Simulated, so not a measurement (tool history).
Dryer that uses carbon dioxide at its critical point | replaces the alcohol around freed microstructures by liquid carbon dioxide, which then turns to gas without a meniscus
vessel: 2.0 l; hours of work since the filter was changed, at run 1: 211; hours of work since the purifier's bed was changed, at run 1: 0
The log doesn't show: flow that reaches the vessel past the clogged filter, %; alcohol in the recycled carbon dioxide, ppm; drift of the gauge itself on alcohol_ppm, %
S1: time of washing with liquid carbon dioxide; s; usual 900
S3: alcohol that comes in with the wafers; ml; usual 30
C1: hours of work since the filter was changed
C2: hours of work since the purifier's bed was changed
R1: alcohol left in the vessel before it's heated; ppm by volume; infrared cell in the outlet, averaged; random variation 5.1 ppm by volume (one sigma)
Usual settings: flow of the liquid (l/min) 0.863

{"run": 1, "hour": 0.0, "S1": 900, "flow of the liquid (l/min)": 0.863, "S3": 30, "C1": 211, "C2": 0, "R1": 104}
{"hour": 20.0, "done": "inlet filter changed"}
{"run": 2, "hour": 51.1, "S1": 1080, "flow of the liquid (l/min)": 0.863, "S3": 30, "C1": 25, "C2": 40, "R1": 39}
{"run": 3, "hour": 80.5, "S1": 900, "flow of the liquid (l/min)": 0.863, "S3": 103, "C1": 48, "C2": 63, "R1": 238}
{"run": 4, "hour": 132.6, "S1": 900, "flow of the liquid (l/min)": 0.863, "S3": 103, "C1": 89, "C2": 104, "R1": 273}
{"run": 5, "hour": 191.1, "S1": 900, "flow of the liquid (l/min)": 0.863, "S3": 30, "C1": 135, "C2": 150, "R1": 110}
{"run": 6, "hour": 249.8, "S1": 900, "flow of the liquid (l/min)": 0.863, "S3": 30, "C1": 181, "C2": 196, "R1": 125}
{"run": 7, "hour": 285.0, "S1": 900, "flow of the liquid (l/min)": 0.863, "S3": 30, "C1": 209, "C2": 224, "R1": 133}
{"hour": 308.5, "done": "inlet filter changed"}
{"run": 8, "hour": 340.6, "S1": 900, "flow of the liquid (l/min)": 0.863, "S3": 30, "C1": 25, "C2": 267, "R1": 115}
{"run": 9, "hour": 393.4, "S1": 900, "flow of the liquid (l/min)": 0.863, "S3": 39, "C1": 67, "C2": 309, "R1": 153}
{"run": 10, "hour": 456.3, "S1": 1320, "flow of the liquid (l/min)": 0.894, "S3": 66, "C1": 117, "C2": 359, "R1": 79}
{"run": 11, "hour": 513.6, "S1": 1320, "flow of the liquid (l/min)": 0.894, "S3": 66, "C1": 162, "C2": 404, "R1": 97}
{"run": 12, "hour": 553.8, "S1": 1320, "flow of the liquid (l/min)": 0.894, "S3": 57, "C1": 194, "C2": 436, "R1": 95}
{"run": 13, "hour": 588.6, "S1": 1320, "flow of the liquid (l/min)": 0.894, "S3": 41, "C1": 221, "C2": 463, "R1": 97}
{"hour": 596.5, "done": "inlet filter changed"}
{"run": 14, "hour": 632.8, "S1": 1320, "flow of the liquid (l/min)": 0.894, "S3": 41, "C1": 29, "C2": 497, "R1": 109}
{"run": 15, "hour": 688.0, "S1": 900, "flow of the liquid (l/min)": 1.188, "S3": 97, "C1": 72, "C2": 541, "R1": 132}
{"run": 16, "hour": 720.1, "S1": 900, "flow of the liquid (l/min)": 1.188, "S3": 97, "C1": 98, "C2": 566, "R1": 143}
{"run": 17, "hour": 768.3, "S1": 900, "flow of the liquid (l/min)": 1.188, "S3": 97, "C1": 136, "C2": 604, "R1": 149}

Run 18 comes next. What will it give?
{"run": 18, "hour": 820.5, "S1": 600, "flow of the liquid (l/min)": 0.575, "S3": 107, "C1": 177, "C2": 645, "R1": "?"}

Run 18 gave R1 5624 ppm by volume.
Without the tool's hidden state the same run would have given R1 4483 ppm by volume.
